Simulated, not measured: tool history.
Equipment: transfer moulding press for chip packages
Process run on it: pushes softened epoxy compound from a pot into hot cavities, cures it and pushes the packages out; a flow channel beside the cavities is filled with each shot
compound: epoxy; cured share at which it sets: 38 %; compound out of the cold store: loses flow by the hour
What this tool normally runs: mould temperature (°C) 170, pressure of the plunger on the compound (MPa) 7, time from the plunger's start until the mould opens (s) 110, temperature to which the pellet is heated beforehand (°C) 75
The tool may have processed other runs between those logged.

run,day,mould temperature (°C),pressure of the plunger on the compound (MPa),time from the plunger's start until the mould opens (s),temperature to which the pellet is heated beforehand (°C),incoming compound's hours out of the cold store,length that the compound runs in the flow channel (mm),greatest force on the pins that push the packages out (N)
1,0,170,7,110,75,46.7,901,378
2,0.796,170,7,110,75,27.7,959,405
3,1.412,170,7,110,75,28.6,956,403
4,2.304,170,7,110,75,18.3,990,404
# day 2.688: cavities cleaned with cleaning compound and waxed
5,3.342,170,7,110,75,12.7,994,393
6,4.054,170,7,110,75,25.8,953,411
7,4.725,170,7,145,75,42.3,904,336
8,5.667,170,7,145,75,31.7,945,342
9,6.692,170,7,145,75,27.2,946,344
# day 7.104: cavities cleaned with cleaning compound and waxed
10,7.958,170,7,145,75,9.9,1014,344
11,8.825,170,7,145,75,11.4,988,342
12,9.929,170,7,145,75,40,895,345
13,10.729,170,7,145,75,37,939,333
# day 11.508: cavities cleaned with cleaning compound and waxed
14,11.704,170,7,140,75,21.9,973,341
15,12.358,170,7,140,75,36,926,361
16,13.275,163,6.89,130,84,38.5,944,426
# day 13.829: plunger's sealing rings changed
17,13.938,171,6.89,130,84,15.7,973,356
18,15.025,167,7.21,109,77,9,1038,456
19,15.804,167,7.21,109,77,32.4,964,454

Estimate the outcome of run 20 from the log above:
# day 16.042: cavities cleaned with cleaning compound and waxed
20,16.767,167,8.78,118,71,45.6,?,?

Run 20 measured length that the compound runs in the flow channel (mm) 1013, greatest force on the pins that push the packages out (N) 409.
Take away the tool's hidden state, keep the run-to-run variation as it was, and the same run would have given length that the compound runs in the flow channel (mm) 1013, greatest force on the pins that push the packages out (N) 408.

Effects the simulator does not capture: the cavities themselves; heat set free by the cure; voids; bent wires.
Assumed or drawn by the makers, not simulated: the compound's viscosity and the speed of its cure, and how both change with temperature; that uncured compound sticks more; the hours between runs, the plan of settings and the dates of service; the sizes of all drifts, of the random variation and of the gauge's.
